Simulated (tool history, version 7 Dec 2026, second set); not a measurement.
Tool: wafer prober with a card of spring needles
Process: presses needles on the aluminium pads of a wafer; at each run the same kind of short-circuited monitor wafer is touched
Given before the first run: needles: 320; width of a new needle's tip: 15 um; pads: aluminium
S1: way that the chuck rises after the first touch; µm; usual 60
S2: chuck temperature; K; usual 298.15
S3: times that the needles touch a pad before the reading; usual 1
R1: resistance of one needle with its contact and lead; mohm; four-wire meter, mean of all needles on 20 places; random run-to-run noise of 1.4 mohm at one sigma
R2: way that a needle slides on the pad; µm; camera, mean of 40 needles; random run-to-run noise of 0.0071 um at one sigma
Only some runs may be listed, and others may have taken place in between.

run,day,S1,S2,S3,R1,R2
1,0.000,60,298.15,1,129,7.717
2,1.433,60,344.15,1,137,7.699
3,3.158,60,344.15,1,142,7.702
4,6.688,60,298.15,3,131,7.706
5,9.642,60,298.15,1,132,7.705
6,11.492,60,298.15,1,133,7.709
7,13.546,60,298.15,1,133,7.706
8,16.788,60,298.15,1,133,7.714
9,18.846,60,298.15,1,130,7.700
10,21.592,60,298.15,1,129,7.703
11,24.254,60,298.15,1,131,7.697
12,26.254,60,298.15,1,130,7.696
13,28.946,60,298.15,1,133,7.715
14,30.538,60,298.15,1,129,7.712
15,32.421,60,298.15,1,135,7.716
16,35.429,59,308.15,1,134,7.577
17,37.179,59,299.15,1,135,7.580
18,39.638,60,300.15,2,130,7.714
19,43.175,60,300.15,2,130,7.713
20,45.433,60,298.15,1,133,7.691
21,46.946,71,342.15,2,136,9.113
22,48.683,60,325.15,2,136,7.693
23,50.450,60,325.15,2,137,7.704
24,53.242,49,306.15,3,137,6.291
25,56.288,64,358.15,1,140,8.211
26,59.654,64,358.15,1,141,8.217
27,61.833,63,322.15,2,134,8.091
28,63.375,48,298.15,1,136,6.171
29,66.875,60,374.15,1,142,7.712
30,69.062,60,298.15,2,131,7.704

Taken out of this log: 67 entries between the listed runs. Where each belongs, and how the hidden state differs across it:
Run 1 -> run 2: tips cleaned on abrasive film (day 1.029)
  debris on the tips, nm: 0 -> 0.4
Run 2 -> run 3: tips cleaned on abrasive film (day 2.108); tips cleaned on abrasive film (day 3.158)
  debris on the tips, nm: 0.4 -> 0
Run 3 -> run 4: tips cleaned on abrasive film (day 4.258); tips cleaned on abrasive film (day 5.425); tips cleaned on abrasive film (day 6.433)
  debris on the tips, nm: 0 -> 0.2
Run 4 -> run 5: tips cleaned on abrasive film (day 7.488); tips cleaned on abrasive film (day 8.533); tips cleaned on abrasive film (day 9.642)
  debris on the tips, nm: 0.2 -> 0.1
Run 5 -> run 6: tips cleaned on abrasive film (day 10.675)
  debris on the tips, nm: 0.1 -> 0.5; way that the needles fall short of the set height, um: 0 -> 0.01
Run 6 -> run 7: tips cleaned on abrasive film (day 11.704); tips cleaned on abrasive film (day 12.858)
  nothing in the hidden state changes from one run to the other
Run 7 -> run 8: tips cleaned on abrasive film (day 13.971); tips cleaned on abrasive film (day 15.062); tips cleaned on abrasive film (day 16.171)
  nothing in the hidden state changes from one run to the other
Run 8 -> run 9: tips cleaned on abrasive film (day 17.204); tips cleaned on abrasive film (day 18.296)
  debris on the tips, nm: 0.5 -> 0.4
Run 9 -> run 10: tips cleaned on abrasive film (day 19.283); height of the first contact set anew (day 20.246); tips cleaned on abrasive film (day 20.488); tips cleaned on abrasive film (day 21.583)
  debris on the tips, nm: 0.4 -> 0; way that the needles fall short of the set height, um: 0.01 -> 0
Run 10 -> run 11: tips cleaned on abrasive film (day 22.554); tips cleaned on abrasive film (day 23.575)
  debris on the tips, nm: 0 -> 0.5
Run 11 -> run 12: tips cleaned on abrasive film (day 24.733); tips cleaned on abrasive film (day 25.725)
  debris on the tips, nm: 0.5 -> 0.4
Run 12 -> run 13: tips cleaned on abrasive film (day 26.683); tips cleaned on abrasive film (day 27.862); tips cleaned on abrasive film (day 28.921)
  debris on the tips, nm: 0.4 -> 0.1
Run 13 -> run 14: tips cleaned on abrasive film (day 30.033)
  debris on the tips, nm: 0.1 -> 0.4
Run 14 -> run 15: tips cleaned on abrasive film (day 31.017); tips cleaned on abrasive film (day 32.088)
  debris on the tips, nm: 0.4 -> 0.3; way that the needles fall short of the set height, um: 0 -> 0.01; tips' diameter, um: 15.01 -> 15.02
Run 15 -> run 16: tips cleaned on abrasive film (day 33.133); tips cleaned on abrasive film (day 34.088); tips cleaned on abrasive film (day 35.150)
  nothing in the hidden state changes from one run to the other
Run 16 -> run 17: tips cleaned on abrasive film (day 36.267)
  debris on the tips, nm: 0.3 -> 0.5
Run 17 -> run 18: tips cleaned on abrasive film (day 37.333); tips cleaned on abrasive film (day 38.492); tips cleaned on abrasive film (day 39.517)
  debris on the tips, nm: 0.5 -> 0.2
Run 18 -> run 19: tips cleaned on abrasive film (day 40.567); height of the first contact set anew (day 41.425); tips cleaned on abrasive film (day 41.667); tips cleaned on abrasive film (day 42.783)
  debris on the tips, nm: 0.2 -> 0.3; way that the needles fall short of the set height, um: 0.01 -> 0
Run 19 -> run 20: tips cleaned on abrasive film (day 43.796); tips cleaned on abrasive film (day 44.892)
  debris on the tips, nm: 0.3 -> 0.4
Run 20 -> run 21: tips cleaned on abrasive film (day 45.883); tips cleaned on abrasive film (day 46.946)
  debris on the tips, nm: 0.4 -> 0
Run 21 -> run 22: tips cleaned on abrasive film (day 48.029)
  debris on the tips, nm: 0 -> 0.4
Run 22 -> run 23: tips cleaned on abrasive film (day 49.162); tips cleaned on abrasive film (day 50.288)
  debris on the tips, nm: 0.4 -> 0.2
Run 23 -> run 24: tips cleaned on abrasive film (day 51.404); tips cleaned on abrasive film (day 52.425)
  debris on the tips, nm: 0.2 -> 0.5
Run 24 -> run 25: tips cleaned on abrasive film (day 53.412); tips cleaned on abrasive film (day 54.446); tips cleaned on abrasive film (day 55.558)
  way that the needles fall short of the set height, um: 0 -> 0.01
Run 25 -> run 26: tips cleaned on abrasive film (day 56.525); tips cleaned on abrasive film (day 57.621); tips cleaned on abrasive film (day 58.750)
  nothing in the hidden state changes from one run to the other
Run 26 -> run 27: tips cleaned on abrasive film (day 59.821); tips cleaned on abrasive film (day 60.921)
  nothing in the hidden state changes from one run to the other
Run 27 -> run 28: tips cleaned on abrasive film (day 62.075); height of the first contact set anew (day 62.783); tips cleaned on abrasive film (day 63.200)
  debris on the tips, nm: 0.5 -> 0.2; way that the needles fall short of the set height, um: 0.01 -> 0
Run 28 -> run 29: tips cleaned on abrasive film (day 64.283); tips cleaned on abrasive film (day 65.321); tips cleaned on abrasive film (day 66.425)
  debris on the tips, nm: 0.2 -> 0.4
Run 29 -> run 30: tips cleaned on abrasive film (day 67.538); tips cleaned on abrasive film (day 68.683)
  nothing in the hidden state changes from one run to the other
